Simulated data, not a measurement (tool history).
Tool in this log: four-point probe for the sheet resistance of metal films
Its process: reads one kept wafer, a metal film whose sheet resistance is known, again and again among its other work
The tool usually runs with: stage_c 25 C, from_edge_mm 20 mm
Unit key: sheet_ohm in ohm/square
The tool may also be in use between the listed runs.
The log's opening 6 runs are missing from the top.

run   hour  stage_c  from_edge_mm  touches since the probe head was changed  hours of work since the stage's thermometer was calibrated  sheet_ohm
  7  107.5       25            20                                     11150                                                        1951   0.065995
  8  126.8       25            20                                     11536                                                        1960   0.065995
  9  138.6       25            20                                     11773                                                        1965   0.066004
 10  149.3       29            20                                     11987                                                        1970   0.065996
 11  168.0       20            20                                     12363                                                        1979   0.065988
 12  183.6       20            20                                     12674                                                        1987   0.065992
 13  199.0       20             6                                     12984                                                        1994   0.066213
 14  215.7       20             6                                     13318                                                        2002   0.066219
 15  239.3       20             6                                     13791                                                        2013   0.066217
 16  257.3       20             6                                     14151                                                        2022   0.066213
 17  272.4       25            12                                     14454                                                        2029   0.066044
 18  290.4       25             6                                     14815                                                        2037   0.066205
 19  310.4       25             6                                     15215                                                        2047   0.066214
 20  325.8       25             6                                     15525                                                        2054   0.066223
 21  340.4       32             9                                     15817                                                        2061   0.066109

Expected results for the next run?
 22  362.0       32             9                                     16250                                                        2071          ?

{"run 22": {"sheet_ohm": 0.066123}}
The same run, on a tool lacking any hidden state, would have yielded sheet_ohm 0.066263 ohm/square.

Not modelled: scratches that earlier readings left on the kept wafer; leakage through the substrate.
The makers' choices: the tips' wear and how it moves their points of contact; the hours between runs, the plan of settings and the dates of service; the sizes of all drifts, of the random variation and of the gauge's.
